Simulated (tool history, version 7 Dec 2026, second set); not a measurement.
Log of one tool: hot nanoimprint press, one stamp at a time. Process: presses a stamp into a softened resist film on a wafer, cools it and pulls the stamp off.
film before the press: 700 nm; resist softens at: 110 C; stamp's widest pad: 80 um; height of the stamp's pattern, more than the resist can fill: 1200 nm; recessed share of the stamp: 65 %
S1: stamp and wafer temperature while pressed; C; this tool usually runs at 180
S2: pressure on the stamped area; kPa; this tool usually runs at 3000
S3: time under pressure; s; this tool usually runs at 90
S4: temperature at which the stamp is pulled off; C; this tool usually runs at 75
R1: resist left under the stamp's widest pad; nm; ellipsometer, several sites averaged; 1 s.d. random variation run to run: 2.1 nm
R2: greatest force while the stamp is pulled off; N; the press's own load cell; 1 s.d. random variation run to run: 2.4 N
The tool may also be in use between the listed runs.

| run | hour | S1 | S2 | S3 | S4 | R1 | R2 |
|---|---|---|---|---|---|---|---|
| 1 | 0 | 180 | 3000 | 90 | 75 | 336.1 | 125 |
| 2 | 22 | 180 | 3000 | 90 | 75 | 332.6 | 123 |
| 3 | 45.2 | 180 | 3000 | 90 | 75 | 331.5 | 127 |
| 4 | 62.1 | 175 | 3000 | 90 | 75 | 410 | 132 |
| 5 | 80.2 | 180 | 3000 | 90 | 75 | 332.7 | 131 |
| 6 | 91.9 | 180 | 3000 | 90 | 75 | 332.4 | 130 |
| 7 | 106.9 | 180 | 2020 | 90 | 75 | 393.8 | 133 |
| 8 | 118 | 182 | 3000 | 90 | 75 | 301 | 125 |
| 9 | 131.5 | 182 | 3000 | 90 | 75 | 300.9 | 131 |
| 10 | 148.9 | 182 | 3000 | 90 | 75 | 299 | 134 |

For run 11, what comes out?
| 11 | 162.8 | 182 | 3000 | 90 | 75 | ? | ? |

For run 11 the tool returned R1 298 nm, R2 128 N.
Minus the tool's unlogged condition, the same run would have read R1 304 nm, R2 104 N.
